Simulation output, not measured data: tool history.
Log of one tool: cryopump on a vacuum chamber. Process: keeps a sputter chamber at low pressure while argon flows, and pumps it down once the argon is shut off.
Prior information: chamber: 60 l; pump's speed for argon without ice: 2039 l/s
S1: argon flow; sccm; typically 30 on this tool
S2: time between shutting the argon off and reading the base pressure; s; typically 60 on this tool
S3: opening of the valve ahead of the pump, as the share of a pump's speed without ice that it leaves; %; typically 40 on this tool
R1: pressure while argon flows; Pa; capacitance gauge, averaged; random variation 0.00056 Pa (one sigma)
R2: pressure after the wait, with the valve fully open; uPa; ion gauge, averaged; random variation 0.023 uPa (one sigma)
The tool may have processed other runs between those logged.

run 1 hour=0 | S1=30 S2=60 S3=40 | R1=0.0714 R2=1.35
run 2 hour=24 | S1=30 S2=60 S3=40 | R1=0.0723 R2=1.38
run 3 hour=58.1 | S1=30 S2=60 S3=40 | R1=0.0749 R2=1.36
run 4 hour=88.3 | S1=30 S2=60 S3=40 | R1=0.0757 R2=1.39
-- hour=110.7 leaking fittings of the chamber tightened, without venting
run 5 hour=111 | S1=30 S2=60 S3=40 | R1=0.0756 R2=0.86
-- hour=124.6 pump warmed up, emptied and cooled again
run 6 hour=132.9 | S1=30 S2=60 S3=36 | R1=0.0684 R2=0.73
run 7 hour=170.2 | S1=30 S2=60 S3=40 | R1=0.0634 R2=0.76
run 8 hour=204.3 | S1=30 S2=60 S3=34 | R1=0.0739 R2=0.77
run 9 hour=231.1 | S1=30 S2=25 S3=40 | R1=0.0632 R2=1.6
run 10 hour=259.3 | S1=30 S2=76 S3=40 | R1=0.0645 R2=0.65
run 11 hour=275.7 | S1=30 S2=76 S3=40 | R1=0.0655 R2=0.66
run 12 hour=293.4 | S1=33 S2=76 S3=40 | R1=0.0708 R2=0.67
run 13 hour=329.6 | S1=30 S2=60 S3=40 | R1=0.0672 R2=0.82
run 14 hour=351.2 | S1=30 S2=60 S3=40 | R1=0.0659 R2=0.79
run 15 hour=371.8 | S1=30 S2=60 S3=40 | R1=0.0659 R2=0.81
run 16 hour=401.6 | S1=30 S2=60 S3=40 | R1=0.0674 R2=0.83
run 17 hour=438.2 | S1=30 S2=60 S3=16 | R1=0.1594 R2=0.81
run 18 hour=456.5 | S1=30 S2=60 S3=40 | R1=0.0677 R2=0.79
run 19 hour=479.6 | S1=60 S2=60 S3=40 | R1=0.1385 R2=0.81
run 20 hour=500.8 | S1=17 S2=60 S3=44 | R1=0.0356 R2=0.86
run 21 hour=517.8 | S1=21 S2=42 S3=20 | R1=0.0921 R2=1.07
run 22 hour=539.7 | S1=21 S2=42 S3=20 | R1=0.092 R2=1.1
run 23 hour=556 | S1=21 S2=42 S3=20 | R1=0.0915 R2=1.11
run 24 hour=587.6 | S1=30 S2=34 S3=16 | R1=0.1646 R2=1.26
run 25 hour=611.5 | S1=17 S2=161 S3=40 | R1=0.0405 R2=0.53
run 26 hour=628 | S1=17 S2=161 S3=40 | R1=0.041 R2=0.52
run 27 hour=643.7 | S1=28 S2=50 S3=18 | R1=0.1389 R2=1.05
run 28 hour=664.8 | S1=27 S2=35 S3=31 | R1=0.0829 R2=1.3
run 29 hour=681.3 | S1=12 S2=35 S3=19 | R1=0.0568 R2=1.23
run 30 hour=705.3 | S1=13 S2=130 S3=19 | R1=0.0627 R2=0.63
run 31 hour=726.7 | S1=27 S2=54 S3=16 | R1=0.1523 R2=0.95
-- hour=742.5 pump warmed up, emptied and cooled again
run 32 hour=760.6 | S1=30 S2=119 S3=57 | R1=0.0441 R2=0.52
run 33 hour=788.6 | S1=44 S2=138 S3=30 | R1=0.1234 R2=0.48
run 34 hour=815 | S1=37 S2=138 S3=57 | R1=0.0553 R2=0.5
run 35 hour=845.8 | S1=29 S2=36 S3=22 | R1=0.1113 R2=1.19

3 ways to go on from here, each from the tool as it stands after run 35. What would each give?
run A hour=863.9 | S1=56 S2=27 S3=21 | R1=? R2=?
run B hour=863.9 | S1=30 S2=25 S3=18 | R1=? R2=?
run C hour=863.9 | S1=13 S2=36 S3=36 | R1=? R2=?

run=A R1=0.2258 R2=1.54
run=B R1=0.14 R2=1.57
run=C R1=0.0298 R2=1.26
Take away the tool's hidden state, keep each run's random variation, and the runs would have read:
run=A R1=0.2218 R2=1.42
run=B R1=0.1378 R2=1.46
run=C R1=0.0289 R2=1.14
